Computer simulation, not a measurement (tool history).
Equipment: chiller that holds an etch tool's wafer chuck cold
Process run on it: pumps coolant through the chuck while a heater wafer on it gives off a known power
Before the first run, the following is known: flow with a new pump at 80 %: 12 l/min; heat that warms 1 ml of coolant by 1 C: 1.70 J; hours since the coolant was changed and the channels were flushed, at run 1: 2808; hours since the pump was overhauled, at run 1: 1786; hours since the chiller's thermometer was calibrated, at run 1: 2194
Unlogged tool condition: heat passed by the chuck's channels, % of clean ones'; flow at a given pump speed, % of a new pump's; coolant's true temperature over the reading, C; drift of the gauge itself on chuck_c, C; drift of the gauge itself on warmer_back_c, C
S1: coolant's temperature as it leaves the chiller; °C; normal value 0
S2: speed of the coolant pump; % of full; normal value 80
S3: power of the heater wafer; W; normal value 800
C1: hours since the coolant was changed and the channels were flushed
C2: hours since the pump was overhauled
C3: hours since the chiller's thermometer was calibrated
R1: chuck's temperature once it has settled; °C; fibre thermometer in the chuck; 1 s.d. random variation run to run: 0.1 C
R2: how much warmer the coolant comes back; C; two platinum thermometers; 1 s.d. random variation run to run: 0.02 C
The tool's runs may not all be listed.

run	hour	S1	S2	S3	C1	C2	C3	R1	R2
1	0	0	80	800	2808	1786	2194	7.9	2.34
2	93	0	70	800	2901	1879	2287	8.5	2.73
3	199.5	0	80	1068	3007	1985	2394	10.4	3.2
4	293.6	0	80	1068	3102	2079	2488	10.4	3.14
5	352.1	0	80	1068	3160	2138	2546	10.4	3.2
6	433.9	0	80	1068	3242	2219	2628	10.4	3.19
7	504.1	-9	80	800	3312	2290	2698	-0.9	2.39
8	604.3	1	80	800	3412	2390	2799	9	2.35
9	682.2	1	80	800	3490	2468	2876	8.9	2.42
10	788.9	0	80	800	3597	2574	2983	8.2	2.4
11	901.5	0	80	800	3709	2687	3096	8.1	2.41
12	966.2	-10	80	800	3774	2752	3160	-2	2.42
13	1057.5	0	79	800	3865	2843	3252	8	2.43
14	1160.1	-7	80	800	3968	2946	3354	1.2	2.43
15	1260.6	0	80	1101	4068	3046	3455	11.2	3.33
16	1353	0	80	1101	4161	3139	3547	11	3.37
17	1415.1	0	80	1101	4223	3201	3609	11	3.38
18	1490.8	0	69	448	4299	3276	3685	5.3	1.59
19	1582.7	-3	66	640	4391	3368	3777	4.6	2.38
20	1694.5	-7	72	640	4502	3480	3889	0.1	2.16
21	1742.5	0	89	1044	4550	3528	3937	9.8	2.83
22	1848.3	0	62	1044	4656	3634	4043	12.6	4.09
23	1934.5	0	62	1044	4742	3720	4129	12.7	4.11
24	2018	5	74	598	4826	3804	4212	11.6	1.93
25	2083.3	5	74	1156	4891	3869	4278	17.6	3.86
26	2135.9	5	84	909	4944	3921	4330	14.1	2.64
27	2250	5	84	909	5058	4036	4444	14.4	2.64
28	2307.6	5	84	909	5115	4093	4502	14.2	2.66
29	2375.4	-10	82	869	5183	4161	4570	-0.9	2.57
30	2427.2	-8	71	1123	5235	4213	4621	4.5	3.88
# hour 2461.3: chiller's thermometer calibrated
31	2520.4	-4	71	932	5327	4305	59	5.9	3.21

Alternative continuations, all from the tool just after run 31; predict every row:
A	2570.7	2	72	648	5378	4355	109	?	?
B	2570.7	10	75	932	5378	4355	109	?	?
C	2570.7	0	88	1112	5378	4355	109	?	?
D	2570.7	-4	64	932	5378	4355	109	?	?
E	2570.7	-9	93	1162	5378	4355	109	?	?

run	R1	R2
A	8.8	2.2
B	19.4	3.08
C	10.1	3.13
D	6.6	3.61
E	1.1	3.1
The same runs, with their run-to-run variation unchanged, on a tool lacking any hidden condition would have given:
run	R1	R2
A	8.3	2.11
B	18.7	2.95
C	9.4	3
D	5.8	3.45
E	0.3	2.97
